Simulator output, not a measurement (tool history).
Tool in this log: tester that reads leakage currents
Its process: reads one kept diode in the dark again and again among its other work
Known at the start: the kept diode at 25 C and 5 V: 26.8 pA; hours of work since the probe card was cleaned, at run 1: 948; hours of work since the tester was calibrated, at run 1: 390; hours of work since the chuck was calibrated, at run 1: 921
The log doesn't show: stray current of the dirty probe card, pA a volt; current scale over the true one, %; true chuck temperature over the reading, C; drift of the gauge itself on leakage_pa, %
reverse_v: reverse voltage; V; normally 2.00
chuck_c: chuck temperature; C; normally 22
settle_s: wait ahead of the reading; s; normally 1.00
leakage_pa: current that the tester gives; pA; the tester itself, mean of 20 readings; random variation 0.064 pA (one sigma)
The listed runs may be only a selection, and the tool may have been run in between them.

run    hour  reverse_v  chuck_c  settle_s  hours of work since the probe card was cleaned  hours of work since the tester was calibrated  hours of work since the chuck was calibrated  leakage_pa
  1     0.0       2.00       22      1.00                                             948                                            390                                           921       15.09
  2    44.9       2.00       22      9.06                                             981                                            422                                           953       15.01
  3    78.6       2.41       22      1.00                                            1005                                            447                                           978       16.85
  4   143.3       2.41       22      1.00                                            1052                                            493                                          1025       16.96
  5   180.7       2.41       22      1.00                                            1079                                            520                                          1052       17.04
  6   241.0       2.41       22      1.00                                            1122                                            564                                          1095       17.20
  7   300.5       2.41       22      1.00                                            1165                                            607                                          1138       17.09
  8   363.9       2.00       22      1.60                                            1211                                            653                                          1184       15.61
  9   427.7       2.00       22      1.60                                            1257                                            699                                          1230       15.68
 10   501.0       2.00       22      1.60                                            1310                                            752                                          1283       15.79
 11   570.7       2.00       22      1.60                                            1361                                            802                                          1333       15.94
 12   637.6       2.00       22      1.60                                            1409                                            851                                          1382       16.06
 13   709.4       1.05       22      1.60                                            1461                                            903                                          1434       11.58
 14   779.3       1.28       22      1.60                                            1511                                            953                                          1484       12.95
 15   848.9       2.00       22      1.00                                            1562                                           1003                                          1534       16.54
 16   905.5       2.00       22      2.19                                            1603                                           1044                                          1575       16.40
 17   967.8       2.00       22      2.19                                            1648                                           1089                                          1620       16.41
     1006.1  -- probe card cleaned and baked
 18  1009.1       2.00       22      2.19                                               2                                           1117                                          1648       16.06
 19  1086.1       2.00       22      0.81                                              58                                           1173                                          1704       16.52
     1118.1  -- chuck's temperature calibrated
 20  1159.1       2.00       22      0.81                                             109                                           1224                                            30       13.84
 21  1202.3       2.39       38      2.89                                             140                                           1255                                            61       58.92
 22  1253.1      18.75       22      2.36                                             177                                           1292                                            98       42.14
 23  1285.5      13.37       22      1.00                                             201                                           1315                                           121       36.79
 24  1321.4       2.93       22      1.52                                             227                                           1341                                           147       16.69
 25  1367.7      17.68       25      8.94                                             260                                           1375                                           180       52.68
 26  1406.3       1.38       23      7.69                                             288                                           1403                                           208       12.45
 27  1458.4      13.29       55      0.40                                             326                                           1440                                           246      532.69
 28  1519.2       3.40       44      1.00                                             369                                           1484                                           290      117.09
 29  1563.6       9.08       22      0.63                                             402                                           1516                                           322       32.10
 30  1613.1       9.08       22      0.63                                             437                                           1552                                           358       32.51
 31  1646.0       2.79       22      7.28                                             461                                           1576                                           382       16.57
 32  1710.2       6.44       57      7.40                                             508                                           1622                                           428      438.49
 33  1782.1       3.07       57      4.11                                             559                                           1674                                           480      305.71
 34  1814.9       2.68       59      0.78                                             583                                           1698                                           504      331.75
 35  1871.5       2.00       36      0.49                                             624                                           1739                                           545       49.22
 36  1906.8       2.00       36      0.49                                             650                                           1764                                           570       49.15
 37  1958.9       2.00       22      4.08                                             687                                           1802                                           608       14.60

Describe how what the log doesn't record of the tool's condition differs between the last listed run preceding each entry between runs and the first listed run following it.
In the gap between runs 17 and 18: probe card cleaned and baked (hour 1006.1)
  stray current of the dirty probe card, pA a volt: 0.232 -> 0.024; current scale over the true one, %: 0.49 -> 0.5; true chuck temperature over the reading, C: 2.07 -> 2.1
  the result without the hidden state subtracted from the measured one, leakage_pa: +3.22 -> +2.86 pA
In the gap between runs 19 and 20: chuck's temperature calibrated (hour 1118.1)
  stray current of the dirty probe card, pA a volt: 0.031 -> 0.037; current scale over the true one, %: 0.53 -> 0.56; true chuck temperature over the reading, C: 2.18 -> 0.08
  the result without the hidden state subtracted from the measured one, leakage_pa: +2.99 -> +0.21 pA

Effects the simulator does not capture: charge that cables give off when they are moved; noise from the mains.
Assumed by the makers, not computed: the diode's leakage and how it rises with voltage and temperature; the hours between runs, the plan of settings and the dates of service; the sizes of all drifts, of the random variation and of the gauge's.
